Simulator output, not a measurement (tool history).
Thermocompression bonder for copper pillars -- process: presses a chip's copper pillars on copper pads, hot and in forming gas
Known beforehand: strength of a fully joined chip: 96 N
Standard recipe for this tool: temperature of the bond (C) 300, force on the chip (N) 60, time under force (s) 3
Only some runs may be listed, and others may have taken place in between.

| run | hour | temperature of the bond (C) | force on the chip (N) | time under force (s) | force that shears a chip off (N) |
|---|---|---|---|---|---|
| 1 | 0 | 300 | 60 | 3 | 62.9 |
| 2 | 51.2 | 300 | 60 | 3 | 62.1 |
| 3 | 97.5 | 292 | 60 | 3 | 58 |
| 4 | 151.9 | 292 | 60 | 3 | 58 |
| 5 | 209.5 | 292 | 60 | 3 | 56.9 |
| 6 | 249.5 | 300 | 60 | 3 | 60.4 |
| 7 | 304.5 | 300 | 60 | 3 | 60.1 |
| 8 | 362.8 | 291 | 60 | 3 | 55.3 |
| 9 | 422 | 291 | 60 | 3 | 55.1 |
| 10 | 468.9 | 299 | 60 | 3 | 58.9 |
|  | 475.2 | forming gas filter changed |
| 11 | 501 | 299 | 60 | 6 | 73.6 |
| 12 | 539.8 | 299 | 60 | 6 | 73.7 |
| 13 | 585.7 | 299 | 60 | 6 | 73.3 |
|  | 591.1 | heater calibrated with a thermocouple chip |
| 14 | 641.5 | 299 | 60 | 6 | 71.2 |
| 15 | 691.5 | 299 | 60 | 6 | 70.4 |
| 16 | 739.4 | 299 | 60 | 6 | 69 |
| 17 | 763.2 | 299 | 60 | 6 | 69.1 |
| 18 | 795.1 | 299 | 60 | 4 | 62.4 |
| 19 | 826.7 | 300 | 60 | 3 | 57.3 |
| 20 | 864.2 | 300 | 60 | 3 | 57 |
|  | 896.8 | heater calibrated with a thermocouple chip, once more |
| 21 | 913.5 | 300 | 60 | 3 | 61.7 |
| 22 | 945 | 279 | 51 | 4 | 50.8 |
| 23 | 982.1 | 280 | 62 | 7 | 68.4 |
| 24 | 1011.5 | 314 | 78 | 3 | 76.1 |
| 25 | 1053.2 | 276 | 75 | 4 | 64.1 |
| 26 | 1093.1 | 304 | 69 | 3 | 67.8 |
| 27 | 1119.4 | 277 | 60 | 6 | 61.3 |
|  | 1161.9 | forming gas filter changed |
| 28 | 1179 | 300 | 40 | 2 | 39.8 |
| 29 | 1228.6 | 275 | 37 | 3 | 33.6 |
| 30 | 1276.7 | 322 | 60 | 2 | 65.3 |
| 31 | 1321 | 290 | 39 | 3 | 40.6 |
| 32 | 1364.4 | 274 | 88 | 3 | 66.5 |
| 33 | 1395.5 | 312 | 47 | 9 | 74 |
| 34 | 1420.8 | 312 | 73 | 4 | 78.8 |
| 35 | 1479.8 | 312 | 73 | 4 | 77.9 |
|  | 1518.9 | force cell calibrated |
| 36 | 1524.6 | 312 | 73 | 4 | 79.5 |
| 37 | 1561.3 | 318 | 46 | 2 | 53.8 |
| 38 | 1588.9 | 318 | 51 | 4 | 68.4 |
| 39 | 1630.7 | 318 | 51 | 4 | 69 |
| 40 | 1661.4 | 311 | 58 | 4 | 70.6 |

Hidden state or all else? Some run-to-run changes of force that shears a chip off (N), split into what the settings, what came in and random variation would give without the hidden state, and what is left for the hidden state (with any gauge scatter that isn't in both results):
The hidden state here: true temperature of the bond over the reading, C; force that reaches the chip, % of what is set; oxide that the forming gas leaves, % of the face; drift of the gauge itself on shear_n, %.
Run 10 -> 11: time under force (s) 3 -> 6, forming gas filter changed. force that shears a chip off (N) +14.7: hidden state +4.4, all else +10.3.
Run 20 -> 21: heater calibrated with a thermocouple chip, once more. force that shears a chip off (N) +4.7: hidden state +4.5, all else +0.2.
Run 27 -> 28: temperature of the bond (C) 277 -> 300, force on the chip (N) 60 -> 40, time under force (s) 6 -> 2, forming gas filter changed. force that shears a chip off (N) -21.5: hidden state +4.2, all else -25.7.
Run 29 -> 30: temperature of the bond (C) 275 -> 322, force on the chip (N) 37 -> 60, time under force (s) 3 -> 2. force that shears a chip off (N) +31.7: hidden state -1.4, all else +33.1.
Run 31 -> 32: temperature of the bond (C) 290 -> 274, force on the chip (N) 39 -> 88. force that shears a chip off (N) +25.9: hidden state -1.1, all else +27.
Run 36 -> 37: temperature of the bond (C) 312 -> 318, force on the chip (N) 73 -> 46, time under force (s) 4 -> 2. force that shears a chip off (N) -25.7: hidden state +0.4, all else -26.1.

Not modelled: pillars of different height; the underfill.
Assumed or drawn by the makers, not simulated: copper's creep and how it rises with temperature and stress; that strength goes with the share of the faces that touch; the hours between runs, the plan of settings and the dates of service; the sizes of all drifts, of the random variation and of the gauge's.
